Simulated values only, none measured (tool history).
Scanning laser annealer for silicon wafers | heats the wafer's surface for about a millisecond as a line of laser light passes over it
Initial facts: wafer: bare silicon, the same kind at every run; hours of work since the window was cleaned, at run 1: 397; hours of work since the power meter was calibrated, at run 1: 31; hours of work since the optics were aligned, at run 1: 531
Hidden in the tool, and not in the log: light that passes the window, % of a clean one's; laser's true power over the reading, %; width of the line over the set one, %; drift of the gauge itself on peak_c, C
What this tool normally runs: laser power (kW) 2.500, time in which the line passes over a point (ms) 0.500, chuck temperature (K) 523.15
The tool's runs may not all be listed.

run	day	laser power (kW)	time in which the line passes over a point (ms)	chuck temperature (K)	hours of work since the window was cleaned	hours of work since the power meter was calibrated	hours of work since the optics were aligned	highest temperature of the surface (K)
1	0.000	2.500	0.500	523.15	397	31	531	1364.15
2	0.562	2.500	0.500	523.15	406	40	540	1365.15
3	1.096	2.500	0.568	523.15	415	49	548	1420.15
4	1.579	2.559	0.500	523.15	422	56	556	1386.15
5	2.275	2.559	0.500	523.15	433	67	567	1390.15
6	2.692	2.559	0.500	523.15	440	74	573	1389.15
7	3.100	2.750	0.500	523.15	446	80	580	1454.15
8	3.512	2.750	0.500	523.15	453	87	586	1455.15
9	4.108	2.500	0.500	539.15	462	96	596	1381.15
10	4.692	2.500	0.500	523.15	472	105	605	1366.15
11	5.262	2.500	0.500	523.15	481	114	614	1366.15
12	5.933	2.500	0.460	523.15	491	125	624	1331.15
13	6.304	2.500	0.500	504.15	497	131	630	1345.15
14	6.583	2.500	0.500	523.15	501	135	635	1364.15
15	7.029	2.628	0.500	523.15	509	142	642	1413.15
16	7.700	2.628	0.500	523.15	519	153	652	1412.15
17	8.367	2.628	0.500	523.15	530	164	663	1411.15
18	8.717	2.628	0.500	523.15	535	169	668	1411.15
19	9.054	2.628	0.554	523.15	540	174	674	1459.15
20	9.454	2.532	0.540	523.15	547	181	680	1408.15
21	9.804	2.157	0.560	552.15	552	186	686	1315.15
22	10.321	2.510	0.500	523.15	561	194	694	1370.15
23	10.721	2.510	0.500	523.15	567	201	700	1369.15
24	11.129	2.609	0.455	508.15	573	207	707	1348.15
25	11.812	2.174	0.455	508.15	584	218	717	1201.15
26	12.400	2.174	0.455	508.15	593	227	727	1200.15
27	12.900	2.500	0.500	528.15	601	235	735	1372.15
28	13.404	2.320	0.424	541.15	609	243	742	1257.15
29	13.900	2.198	0.385	516.15	617	251	750	1158.15
30	14.246	2.198	0.385	516.15	623	256	756	1160.15
31	14.908	2.551	0.368	497.15	633	267	766	1236.15
32	15.362	2.551	0.368	497.15	640	274	773	1236.15
33	15.683	2.551	0.368	497.15	645	279	779	1236.15
34	16.038	2.650	0.483	532.15	651	285	784	1412.15

Predict the results of run 35:
35	16.454	2.500	0.427	523.15	657	291	791	?

Run 35 produced highest temperature of the surface (K) 1301.15.
If the tool had no hidden condition, the same run with the same run-to-run variation would have returned highest temperature of the surface (K) 1301.15.

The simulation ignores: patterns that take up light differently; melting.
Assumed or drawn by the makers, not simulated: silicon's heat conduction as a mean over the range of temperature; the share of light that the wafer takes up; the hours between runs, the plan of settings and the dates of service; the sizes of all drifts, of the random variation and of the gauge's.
